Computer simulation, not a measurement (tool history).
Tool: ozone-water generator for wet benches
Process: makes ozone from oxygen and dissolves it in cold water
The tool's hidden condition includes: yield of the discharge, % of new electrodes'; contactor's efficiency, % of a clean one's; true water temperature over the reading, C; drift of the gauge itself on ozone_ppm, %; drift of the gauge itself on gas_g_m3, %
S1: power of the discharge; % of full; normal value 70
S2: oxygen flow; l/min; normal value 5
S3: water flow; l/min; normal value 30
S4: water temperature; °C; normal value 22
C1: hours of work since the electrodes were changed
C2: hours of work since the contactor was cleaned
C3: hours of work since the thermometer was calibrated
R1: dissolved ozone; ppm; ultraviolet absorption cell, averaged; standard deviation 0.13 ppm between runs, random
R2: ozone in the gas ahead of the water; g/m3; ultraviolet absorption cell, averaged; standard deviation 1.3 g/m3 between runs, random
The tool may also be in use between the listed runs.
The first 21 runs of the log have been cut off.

{"run": 22, "day": 43.567, "S1": 47, "S2": 3.38, "S3": 23, "S4": 28, "C1": 1363, "C2": 4693, "C3": 398, "R1": 11.3, "R2": 216.6}
{"day": 43.925, "done": "contactor cleaned"}
{"run": 23, "day": 45.158, "S1": 99, "S2": 3.88, "S3": 31, "S4": 28, "C1": 1384, "C2": 18, "C3": 419, "R1": 12.8, "R2": 324}
{"run": 24, "day": 46.992, "S1": 42, "S2": 4.91, "S3": 34, "S4": 29, "C1": 1411, "C2": 45, "C3": 446, "R1": 6.8, "R2": 165.3}
{"run": 25, "day": 49.804, "S1": 42, "S2": 4.91, "S3": 26, "S4": 15, "C1": 1453, "C2": 87, "C3": 487, "R1": 10.8, "R2": 166.3}
{"run": 26, "day": 51.879, "S1": 42, "S2": 4.91, "S3": 26, "S4": 15, "C1": 1483, "C2": 118, "C3": 518, "R1": 10.7, "R2": 163.4}
{"run": 27, "day": 54.446, "S1": 42, "S2": 4.91, "S3": 26, "S4": 15, "C1": 1521, "C2": 156, "C3": 556, "R1": 10.9, "R2": 166.2}
{"run": 28, "day": 57.304, "S1": 70, "S2": 3.86, "S3": 37, "S4": 22, "C1": 1564, "C2": 198, "C3": 598, "R1": 8.7, "R2": 257.8}
{"run": 29, "day": 60.2, "S1": 91, "S2": 5, "S3": 20, "S4": 20, "C1": 1606, "C2": 241, "C3": 641, "R1": 21.8, "R2": 266.9}
{"day": 62.129, "done": "contactor cleaned, once more"}
{"run": 30, "day": 62.358, "S1": 91, "S2": 4.73, "S3": 20, "S4": 20, "C1": 1636, "C2": 3, "C3": 671, "R1": 24.1, "R2": 278.3}
{"run": 31, "day": 64.938, "S1": 95, "S2": 3.39, "S3": 29, "S4": 29, "C1": 1674, "C2": 42, "C3": 709, "R1": 14.5, "R2": 333.2}
{"run": 32, "day": 66.708, "S1": 95, "S2": 3.39, "S3": 29, "S4": 29, "C1": 1700, "C2": 68, "C3": 735, "R1": 14.6, "R2": 338.2}
{"run": 33, "day": 68.071, "S1": 98, "S2": 3.39, "S3": 29, "S4": 29, "C1": 1720, "C2": 88, "C3": 755, "R1": 14.6, "R2": 339.6}

Consider 3 possible next runs. They are alternatives, not a sequence: every one starts from the tool as it was left by run 33. What does each give?
{"run": "A", "day": 70.938, "S1": 55, "S2": 5.08, "S3": 28, "S4": 22, "C1": 1763, "C2": 130, "C3": 797, "R1": "?", "R2": "?"}
{"run": "B", "day": 70.938, "S1": 98, "S2": 2.53, "S3": 44, "S4": 14, "C1": 1763, "C2": 130, "C3": 797, "R1": "?", "R2": "?"}
{"run": "C", "day": 70.938, "S1": 98, "S2": 4.26, "S3": 29, "S4": 29, "C1": 1763, "C2": 130, "C3": 797, "R1": "?", "R2": "?"}

run=A R1=12.3 R2=193.4
run=B R1=9.1 R2=392.9
run=C R1=15.2 R2=304.1
With no hidden state in the tool, these same runs would have given:
run=A R1=12.8 R2=199.7
run=B R1=9.6 R2=411.7
run=C R1=16.1 R2=318.6
